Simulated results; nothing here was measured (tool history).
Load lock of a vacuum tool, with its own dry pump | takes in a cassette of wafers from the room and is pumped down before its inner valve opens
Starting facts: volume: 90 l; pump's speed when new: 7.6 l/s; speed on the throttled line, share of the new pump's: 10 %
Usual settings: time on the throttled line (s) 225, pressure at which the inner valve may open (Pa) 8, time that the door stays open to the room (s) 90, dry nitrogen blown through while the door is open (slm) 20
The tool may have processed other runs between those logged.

| run | hour | time on the throttled line (s) | pressure at which the inner valve may open (Pa) | time that the door stays open to the room (s) | dry nitrogen blown through while the door is open (slm) | incoming humidity of the room's air, % | time from the closed door until the inner valve may open (s) | rise of the pressure with all valves shut (Pa/min) |
|---|---|---|---|---|---|---|---|---|
| 1 | 0.0 | 225 | 8 | 90 | 20 | 42.4 | 321.0 | 0.040 |
| 2 | 170.0 | 225 | 8 | 90 | 20 | 44.9 | 321.6 | 0.051 |
| 3 | 404.6 | 225 | 8 | 90 | 23 | 41.8 | 320.7 | 0.064 |
| 4 | 629.1 | 225 | 8 | 90 | 20 | 45.4 | 321.7 | 0.074 |
| 5 | 849.0 | 225 | 8 | 90 | 20 | 44.5 | 321.7 | 0.086 |
| 6 | 994.5 | 225 | 8 | 90 | 20 | 44.4 | 322.2 | 0.086 |
| 7 | 1200.5 | 225 | 8 | 90 | 20 | 46.9 | 321.5 | 0.097 |
| 8 | 1439.6 | 225 | 8 | 90 | 20 | 45.3 | 322.2 | 0.117 |
| 9 | 1623.9 | 225 | 14 | 90 | 20 | 43.7 | 315.0 | 0.127 |
| 10 | 1745.2 | 225 | 8 | 42 | 20 | 44.5 | 322.8 | 0.133 |
| 11 | 1898.1 | 225 | 8 | 42 | 20 | 44.7 | 322.5 | 0.143 |
| 12 | 2118.8 | 225 | 8 | 42 | 20 | 45.9 | 323.1 | 0.160 |
| 13 | 2262.0 | 225 | 8 | 42 | 20 | 44.5 | 323.7 | 0.166 |
| 14 | 2468.0 | 225 | 8 | 83 | 20 | 41.4 | 323.4 | 0.189 |
| 15 | 2624.3 | 225 | 8 | 88 | 20 | 44.9 | 324.8 | 0.206 |
| 16 | 2733.9 | 225 | 8 | 88 | 20 | 40.9 | 323.7 | 0.213 |
| 17 | 2910.2 | 225 | 8 | 205 | 20 | 43.2 | 325.3 | 0.244 |
| 18 | 3092.8 | 225 | 8 | 205 | 20 | 46.6 | 324.0 | 0.248 |
| 19 | 3322.8 | 225 | 8 | 205 | 20 | 47.0 | 324.4 | 0.275 |
| 20 | 3453.3 | 112 | 11 | 81 | 29 | 45.2 | 219.8 | 0.286 |
| 21 | 3695.1 | 225 | 8 | 90 | 4 | 42.8 | 326.1 | 0.324 |
| 22 | 3855.9 | 225 | 8 | 90 | 4 | 47.5 | 325.8 | 0.343 |
| 23 | 4023.6 | 225 | 8 | 90 | 4 | 44.3 | 325.1 | 0.357 |
|  | 4096.1 | door's seal changed, seat wiped |
| 24 | 4236.1 | 225 | 7 | 231 | 7 | 43.9 | 326.5 | 0.034 |
| 25 | 4382.5 | 127 | 7 | 40 | 6 | 47.2 | 240.5 | 0.020 |
| 26 | 4583.5 | 164 | 13 | 67 | 10 | 45.1 | 265.6 | 0.021 |
|  | 4611.3 | dry pump taken out, an overhauled one fitted |
| 27 | 4725.2 | 221 | 12 | 43 | 20 | 45.4 | 305.6 | 0.021 |
| 28 | 4915.9 | 338 | 13 | 43 | 20 | 49.0 | 408.8 | 0.030 |
| 29 | 5088.1 | 338 | 13 | 43 | 20 | 45.8 | 410.6 | 0.037 |
| 30 | 5315.8 | 225 | 7 | 90 | 20 | 41.0 | 315.5 | 0.048 |
| 31 | 5438.3 | 225 | 12 | 37 | 20 | 42.7 | 309.4 | 0.054 |
| 32 | 5631.8 | 225 | 13 | 54 | 20 | 46.2 | 308.7 | 0.066 |
| 33 | 5848.7 | 225 | 13 | 54 | 20 | 43.6 | 309.1 | 0.084 |
| 34 | 6063.0 | 377 | 11 | 31 | 22 | 47.1 | 448.1 | 0.089 |
| 35 | 6214.6 | 322 | 13 | 90 | 5 | 46.0 | 396.6 | 0.110 |
| 36 | 6375.6 | 225 | 6 | 90 | 21 | 44.1 | 319.6 | 0.113 |
| 37 | 6508.8 | 225 | 6 | 34 | 14 | 47.5 | 319.0 | 0.122 |
| 38 | 6698.8 | 335 | 9 | 112 | 32 | 45.2 | 414.0 | 0.134 |

Branching from run 38: 3 alternative next runs. What would each branch give?
| A | 6869.3 | 335 | 9 | 112 | 13 | 43.8 | ? | ? |
| B | 6869.3 | 434 | 9 | 104 | 32 | 44.1 | ? | ? |
| C | 6869.3 | 225 | 8 | 90 | 5 | 42.3 | ? | ? |

| run | time from the closed door until the inner valve may open (s) | rise of the pressure with all valves shut (Pa/min) |
|---|---|---|
| A | 413.2 | 0.154 |
| B | 501.0 | 0.142 |
| C | 315.8 | 0.152 |
The same runs, with their run-to-run variation unchanged, on a tool lacking any hidden condition would have given:
| run | time from the closed door until the inner valve may open (s) | rise of the pressure with all valves shut (Pa/min) |
|---|---|---|
| A | 412.4 | 0.016 |
| B | 500.2 | 0.005 |
| C | 314.8 | 0.019 |
